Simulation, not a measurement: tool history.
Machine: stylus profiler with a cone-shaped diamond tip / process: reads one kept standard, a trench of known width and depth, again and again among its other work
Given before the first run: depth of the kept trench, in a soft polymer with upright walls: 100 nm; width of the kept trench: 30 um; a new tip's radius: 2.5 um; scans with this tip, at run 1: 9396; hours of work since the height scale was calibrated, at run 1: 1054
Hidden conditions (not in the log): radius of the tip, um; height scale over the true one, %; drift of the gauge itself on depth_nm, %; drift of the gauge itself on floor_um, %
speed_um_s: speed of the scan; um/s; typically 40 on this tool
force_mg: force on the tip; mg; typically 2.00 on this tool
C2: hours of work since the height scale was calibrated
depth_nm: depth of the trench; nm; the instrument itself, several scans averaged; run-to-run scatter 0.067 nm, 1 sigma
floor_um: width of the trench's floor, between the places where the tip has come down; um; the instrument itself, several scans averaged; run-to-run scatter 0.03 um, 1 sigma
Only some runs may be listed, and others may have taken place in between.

Run 1, day 0.000: usual settings; scans with this tip 9396; C2 1054. Result: depth_nm 100.59 nm, floor_um 27.87 um.
Run 2, day 1.650: usual settings; scans with this tip 9664; C2 1084. Result: depth_nm 100.65 nm, floor_um 27.87 um.
Run 3, day 2.417: usual settings; scans with this tip 9789; C2 1098. Result: depth_nm 100.66 nm, floor_um 27.86 um.
Run 4, day 3.975: usual settings; scans with this tip 10043; C2 1127. Result: depth_nm 100.68 nm, floor_um 27.88 um.
Run 5, day 4.750: usual settings; scans with this tip 10169; C2 1141. Result: depth_nm 100.74 nm, floor_um 27.87 um.
Run 6, day 5.612: usual settings; scans with this tip 10309; C2 1157. Result: depth_nm 100.68 nm, floor_um 27.88 um.
Run 7, day 7.225: usual settings; scans with this tip 10572; C2 1186. Result: depth_nm 100.65 nm, floor_um 27.85 um.
Run 8, day 8.033: usual settings; scans with this tip 10704; C2 1201. Result: depth_nm 100.58 nm, floor_um 27.85 um.
Run 9, day 9.733: usual settings but force_mg 2.11 mg; scans with this tip 10981; C2 1232. Result: depth_nm 100.73 nm, floor_um 27.86 um.
Run 10, day 10.921: usual settings but force_mg 2.73 mg; scans with this tip 11174; C2 1254. Result: depth_nm 100.76 nm, floor_um 27.87 um.
Run 11, day 11.983: usual settings but force_mg 2.73 mg; scans with this tip 11347; C2 1273. Result: depth_nm 100.93 nm, floor_um 27.90 um.
Run 12, day 13.058: usual settings but force_mg 2.73 mg; scans with this tip 11522; C2 1293. Result: depth_nm 100.84 nm, floor_um 27.93 um.
At day 14.025: height scale calibrated on a step standard.
Run 13, day 14.225: usual settings; scans with this tip 11708; C2 4. Result: depth_nm 101.02 nm, floor_um 27.79 um.
Run 14, day 14.933: usual settings; scans with this tip 11824; C2 17. Result: depth_nm 100.92 nm, floor_um 27.80 um.
Run 15, day 16.246: usual settings; scans with this tip 12038; C2 41. Result: depth_nm 100.81 nm, floor_um 27.83 um.
Run 16, day 17.596: usual settings; scans with this tip 12258; C2 65. Result: depth_nm 100.93 nm, floor_um 27.82 um.
Run 17, day 19.112: usual settings; scans with this tip 12504; C2 93. Result: depth_nm 100.95 nm, floor_um 27.83 um.
Run 18, day 19.938: usual settings but force_mg 0.90 mg; scans with this tip 12639; C2 108. Result: depth_nm 100.57 nm, floor_um 27.69 um.
Run 19, day 21.000: usual settings; scans with this tip 12812; C2 127. Result: depth_nm 100.99 nm, floor_um 27.74 um.
Run 20, day 22.146: usual settings; scans with this tip 12999; C2 148. Result: depth_nm 100.84 nm, floor_um 27.78 um.
Run 21, day 23.342: usual settings; scans with this tip 13193; C2 170. Result: depth_nm 100.91 nm, floor_um 27.82 um.
Run 22, day 24.333: usual settings; scans with this tip 13355; C2 188. Result: depth_nm 100.90 nm, floor_um 27.74 um.
Run 23, day 25.871: usual settings; scans with this tip 13606; C2 217. Result: depth_nm 100.82 nm, floor_um 27.78 um.
Run 24, day 26.854: usual settings but speed_um_s 60 um/s, force_mg 1.33 mg; scans with this tip 13766; C2 234. Result: depth_nm 100.58 nm, floor_um 27.58 um.
Run 25, day 28.100: usual settings but speed_um_s 30 um/s, force_mg 0.80 mg; scans with this tip 13969; C2 257. Result: depth_nm 100.36 nm, floor_um 27.69 um.
Run 26, day 29.492: usual settings but speed_um_s 12 um/s, force_mg 1.09 mg; scans with this tip 14195; C2 283. Result: depth_nm 100.53 nm, floor_um 27.87 um.
Run 27, day 30.450: usual settings but speed_um_s 12 um/s, force_mg 1.09 mg; scans with this tip 14351; C2 300. Result: depth_nm 100.61 nm, floor_um 27.89 um.
Run 28, day 31.396: usual settings but force_mg 0.86 mg; scans with this tip 14505; C2 317. Result: depth_nm 100.43 nm, floor_um 27.66 um.
Run 29, day 32.808: usual settings but speed_um_s 22 um/s, force_mg 1.71 mg; scans with this tip 14735; C2 343. Result: depth_nm 100.83 nm, floor_um 27.83 um.
Run 30, day 34.142: usual settings but speed_um_s 109 um/s, force_mg 4.68 mg; scans with this tip 14953; C2 368. Result: depth_nm 101.53 nm, floor_um 27.48 um.
Run 31, day 35.608: usual settings but speed_um_s 109 um/s, force_mg 4.68 mg; scans with this tip 15191; C2 394. Result: depth_nm 101.59 nm, floor_um 27.54 um.
Run 32, day 37.042: usual settings but speed_um_s 29 um/s, force_mg 2.58 mg; scans with this tip 15424; C2 421. Result: depth_nm 101.00 nm, floor_um 27.72 um.
Run 33, day 38.254: usual settings but speed_um_s 29 um/s, force_mg 2.58 mg; scans with this tip 15622; C2 443. Result: depth_nm 100.88 nm, floor_um 27.76 um.
Run 34, day 39.433: usual settings but speed_um_s 100 um/s, force_mg 1.90 mg; scans with this tip 15814; C2 464. Result: depth_nm 100.71 nm, floor_um 27.33 um.
Run 35, day 40.517: usual settings but speed_um_s 100 um/s, force_mg 1.90 mg; scans with this tip 15991; C2 484. Result: depth_nm 100.77 nm, floor_um 27.23 um.
Run 36, day 42.167: usual settings but speed_um_s 148 um/s, force_mg 2.95 mg; scans with this tip 16259; C2 514. Result: depth_nm 101.08 nm, floor_um 27.14 um.
Run 37, day 43.150: usual settings but speed_um_s 15 um/s, force_mg 4.19 mg; scans with this tip 16419; C2 532. Result: depth_nm 101.37 nm, floor_um 27.81 um.
Run 38, day 44.117: usual settings but speed_um_s 12 um/s, force_mg 1.41 mg; scans with this tip 16577; C2 550. Result: depth_nm 100.52 nm, floor_um 27.83 um.
Run 39, day 45.104: usual settings but speed_um_s 19 um/s, force_mg 2.86 mg; scans with this tip 16738; C2 568. Result: depth_nm 100.92 nm, floor_um 27.76 um.
Run 40, day 46.050: usual settings but speed_um_s 22 um/s; scans with this tip 16892; C2 585. Result: depth_nm 100.71 nm, floor_um 27.74 um.
Run 41, day 47.700: usual settings but speed_um_s 68 um/s, force_mg 1.41 mg; scans with this tip 17161; C2 615. Result: depth_nm 100.55 nm, floor_um 27.32 um.
Run 42, day 49.196: usual settings but speed_um_s 68 um/s, force_mg 1.41 mg; scans with this tip 17404; C2 643. Result: depth_nm 100.65 nm, floor_um 27.35 um.
Run 43, day 50.183: usual settings but force_mg 3.37 mg; scans with this tip 17565; C2 661. Result: depth_nm 101.13 nm, floor_um 27.68 um.
Run 44, day 51.862: usual settings but speed_um_s 71 um/s, force_mg 1.11 mg; scans with this tip 17838; C2 691. Result: depth_nm 100.41 nm, floor_um 27.32 um.
Run 45, day 53.250: usual settings but speed_um_s 71 um/s, force_mg 1.11 mg; scans with this tip 18064; C2 717. Result: depth_nm 100.34 nm, floor_um 27.26 um.

Below are 3 alternative next runs, each starting from the tool's condition after run 45. Predict each:
Run A, day 54.746: usual settings but speed_um_s 13 um/s, force_mg 1.15 mg; scans with this tip 18308; C2 744. Result: depth_nm ?, floor_um ?.
Run B, day 54.746: usual settings but speed_um_s 22 um/s, force_mg 4.17 mg; scans with this tip 18308; C2 744. Result: depth_nm ?, floor_um ?.
Run C, day 54.746: usual settings but speed_um_s 53 um/s, force_mg 0.98 mg; scans with this tip 18308; C2 744. Result: depth_nm ?, floor_um ?.

run  depth_nm  floor_um
  A    100.47     27.69
  B    101.37     27.67
  C    100.38     27.46
With the hidden condition removed and each run's random variation left untouched, the same runs would have given:
run  depth_nm  floor_um
  A    100.73     28.48
  B    101.62     28.46
  C    100.63     28.24
